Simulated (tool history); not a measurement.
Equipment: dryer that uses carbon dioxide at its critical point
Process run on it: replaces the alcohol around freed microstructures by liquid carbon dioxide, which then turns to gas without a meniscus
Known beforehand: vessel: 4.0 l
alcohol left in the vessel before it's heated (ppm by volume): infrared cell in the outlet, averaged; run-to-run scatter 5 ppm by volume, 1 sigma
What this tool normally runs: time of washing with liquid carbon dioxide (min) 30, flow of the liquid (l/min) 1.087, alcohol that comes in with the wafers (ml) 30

| run | hour | time of washing with liquid carbon dioxide (min) | flow of the liquid (l/min) | alcohol that comes in with the wafers (ml) | alcohol left in the vessel before it's heated (ppm by volume) |
|---|---|---|---|---|---|
| 1 | 0.0 | 30 | 1.087 | 30 | 43 |
| 2 | 20.5 | 30 | 1.087 | 30 | 44 |
| 3 | 53.9 | 30 | 1.087 | 25 | 44 |
| 4 | 78.6 | 30 | 1.087 | 33 | 50 |
| 5 | 98.1 | 25 | 1.087 | 30 | 72 |
| 6 | 126.6 | 30 | 1.070 | 30 | 56 |
| 7 | 150.9 | 30 | 1.070 | 30 | 49 |
| 8 | 183.6 | 30 | 0.660 | 76 | 432 |
|  | 190.5 | inlet filter changed |
| 9 | 229.2 | 30 | 1.087 | 41 | 53 |
| 10 | 265.4 | 26 | 0.760 | 66 | 322 |
| 11 | 304.6 | 26 | 0.760 | 66 | 326 |

4 options for the next run, each taken on its own from the tool as it stands now. Forecast them:
| A | 335.4 | 25 | 0.660 | 30 | ? |
| B | 335.4 | 26 | 0.770 | 88 | ? |
| C | 335.4 | 30 | 1.090 | 30 | ? |
| D | 335.4 | 30 | 1.087 | 88 | ? |

| run | alcohol left in the vessel before it's heated (ppm by volume) |
|---|---|
| A | 291 |
| B | 395 |
| C | 65 |
| D | 98 |
Without the tool's hidden state the same runs would have given:
| run | alcohol left in the vessel before it's heated (ppm by volume) |
|---|---|
| A | 220 |
| B | 313 |
| C | 12 |
| D | 42 |

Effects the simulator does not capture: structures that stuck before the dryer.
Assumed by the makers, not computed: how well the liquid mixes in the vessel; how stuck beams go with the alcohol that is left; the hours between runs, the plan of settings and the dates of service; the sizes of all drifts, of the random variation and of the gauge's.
